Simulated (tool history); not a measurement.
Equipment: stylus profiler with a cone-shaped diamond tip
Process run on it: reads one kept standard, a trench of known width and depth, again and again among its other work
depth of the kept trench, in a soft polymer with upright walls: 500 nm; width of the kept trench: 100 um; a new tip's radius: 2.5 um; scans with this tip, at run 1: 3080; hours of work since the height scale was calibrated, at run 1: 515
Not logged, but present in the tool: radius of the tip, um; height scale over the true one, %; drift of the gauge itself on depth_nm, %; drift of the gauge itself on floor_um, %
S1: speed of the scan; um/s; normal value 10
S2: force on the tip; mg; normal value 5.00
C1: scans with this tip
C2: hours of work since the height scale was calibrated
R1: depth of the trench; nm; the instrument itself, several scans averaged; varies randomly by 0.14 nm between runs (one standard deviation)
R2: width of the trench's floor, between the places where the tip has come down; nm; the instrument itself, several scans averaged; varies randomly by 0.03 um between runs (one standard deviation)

run	hour	S1	S2	C1	C2	R1	R2
1	0.0	10	5.00	3080	515	510.56	96600
2	29.9	10	5.00	3178	531	510.30	96680
3	55.7	10	5.00	3263	546	510.50	96600
4	79.4	10	4.60	3341	559	510.08	96570
5	93.9	10	4.60	3388	567	510.00	96620
6	124.8	10	4.60	3490	583	509.96	96620
7	145.0	10	4.60	3556	595	509.89	96580
8	174.8	10	4.60	3654	611	510.34	96590
9	203.7	10	4.60	3749	627	510.33	96560
10	233.7	10	4.60	3847	643	510.29	96530
11	259.3	10	4.60	3931	657	510.12	96550
12	293.1	10	5.00	4042	676	510.61	96580
13	308.5	10	5.00	4093	684	510.67	96530
14	334.3	10	5.00	4178	699	510.61	96530
15	352.5	10	12.55	4237	709	519.11	96560
16	384.2	10	3.52	4341	726	508.65	96560
17	401.9	10	3.52	4399	736	508.85	96540
18	422.9	10	3.52	4469	747	508.91	96570
19	451.7	10	3.52	4563	763	509.07	96500
20	480.3	3	5.00	4657	779	511.19	96490
21	496.5	3	5.00	4710	788	510.77	96520
22	525.4	3	5.00	4805	803	510.81	96530
23	548.6	37	9.00	4881	816	515.90	96400
24	577.4	17	9.54	4976	832	516.15	96420
25	594.4	2	3.19	5032	841	508.73	96500
26	614.9	8	12.21	5099	853	519.24	96460
27	641.6	13	9.41	5187	867	516.44	96430
28	671.7	10	5.11	5285	884	511.28	96420
29	694.5	15	4.30	5360	896	510.37	96400
30	717.7	12	8.82	5437	909	515.77	96380
31	737.8	2	4.21	5503	920	509.91	96460
32	761.4	19	2.80	5580	933	507.86	96290
33	777.5	5	2.12	5633	942	506.59	96410
34	792.4	5	2.12	5682	950	506.82	96430
35	824.4	26	5.44	5787	968	511.80	96290
36	851.1	12	9.75	5875	982	516.81	96380
37	872.6	12	9.75	5945	994	516.78	96340
38	896.6	26	5.74	6024	1007	512.34	96310
39	922.0	14	8.57	6107	1021	515.63	96370

Alternative continuations, all from the tool just after run 39; predict every row:
A	936.6	14	4.09	6155	1029	?	?
B	936.6	16	7.44	6155	1029	?	?
C	936.6	2	7.00	6155	1029	?	?

run	R1	R2
A	510.22	96370
B	514.35	96360
C	513.56	96390
What these runs would have given with no unlogged condition in the tool:
run	R1	R2
A	508.72	96970
B	512.84	96960
C	512.05	97000

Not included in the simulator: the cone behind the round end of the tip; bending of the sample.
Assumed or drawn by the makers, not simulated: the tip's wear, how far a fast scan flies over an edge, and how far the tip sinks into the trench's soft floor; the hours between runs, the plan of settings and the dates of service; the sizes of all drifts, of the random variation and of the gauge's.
